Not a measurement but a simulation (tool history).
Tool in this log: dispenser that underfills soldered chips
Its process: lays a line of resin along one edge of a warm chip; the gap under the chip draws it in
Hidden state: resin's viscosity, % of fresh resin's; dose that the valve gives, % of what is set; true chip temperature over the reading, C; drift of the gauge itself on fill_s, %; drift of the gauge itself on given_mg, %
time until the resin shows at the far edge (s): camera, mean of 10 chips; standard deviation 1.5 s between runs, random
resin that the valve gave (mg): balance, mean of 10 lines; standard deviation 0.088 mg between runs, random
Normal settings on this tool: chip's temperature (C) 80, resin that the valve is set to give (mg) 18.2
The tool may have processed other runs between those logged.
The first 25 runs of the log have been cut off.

| run | day | chip's temperature (C) | resin that the valve is set to give (mg) | hours of work since the syringe was changed | hours of work since the valve was cleaned | hours of work since the stage was calibrated | time until the resin shows at the far edge (s) | resin that the valve gave (mg) |
|---|---|---|---|---|---|---|---|---|
|  | 7.883 | new syringe of resin |
|  | 8.238 | new syringe of resin |
| 26 | 8.246 | 72 | 16.1 | 0 | 99 | 148 | 224.7 | 15.17 |
| 27 | 8.462 | 86 | 15.7 | 4 | 103 | 151 | 139.6 | 14.86 |
|  | 8.583 | new syringe of resin |
| 28 | 8.879 | 86 | 15.7 | 5 | 110 | 158 | 150 | 14.75 |
|  | 8.933 | new syringe of resin |
| 29 | 9.217 | 86 | 22.6 | 5 | 115 | 164 | 136.2 | 21.16 |
|  | 9.262 | new syringe of resin |
|  | 9.604 | new syringe of resin |
| 30 | 9.675 | 86 | 22.6 | 1 | 122 | 171 | 111.5 | 20.99 |
|  | 9.95 | new syringe of resin |
| 31 | 10.008 | 89 | 23.1 | 1 | 128 | 177 | 96 | 21.43 |
|  | 10.083 | dispensing valve cleaned and set on the balance |
|  | 10.317 | new syringe of resin |
| 32 | 10.375 | 89 | 23.1 | 1 | 5 | 182 | 97.6 | 23.06 |
|  | 10.662 | new syringe of resin |
| 33 | 10.742 | 89 | 23.1 | 1 | 11 | 188 | 98.6 | 22.99 |
|  | 10.988 | new syringe of resin |
| 34 | 11.117 | 87 | 16.5 | 2 | 17 | 194 | 119.8 | 16.31 |
|  | 11.338 | new syringe of resin |
| 35 | 11.438 | 67 | 15.6 | 2 | 22 | 199 | 320.5 | 15.29 |

Predict each of these 3 candidate next runs independently; none follows another, all start after run 35:
| A | 11.617 | 80 | 19.2 | 5 | 25 | 202 | ? | ? |
| B | 11.617 | 76 | 21.4 | 5 | 25 | 202 | ? | ? |
| C | 11.617 | 68 | 19.4 | 5 | 25 | 202 | ? | ? |

| run | time until the resin shows at the far edge (s) | resin that the valve gave (mg) |
|---|---|---|
| A | 184.1 | 18.94 |
| B | 219.7 | 21.03 |
| C | 339.1 | 19.14 |
Take away the tool's hidden state, keep each run's random variation, and the runs would have read:
| run | time until the resin shows at the far edge (s) | resin that the valve gave (mg) |
|---|---|---|
| A | 141.5 | 19.23 |
| B | 169.2 | 21.36 |
| C | 260.5 | 19.43 |

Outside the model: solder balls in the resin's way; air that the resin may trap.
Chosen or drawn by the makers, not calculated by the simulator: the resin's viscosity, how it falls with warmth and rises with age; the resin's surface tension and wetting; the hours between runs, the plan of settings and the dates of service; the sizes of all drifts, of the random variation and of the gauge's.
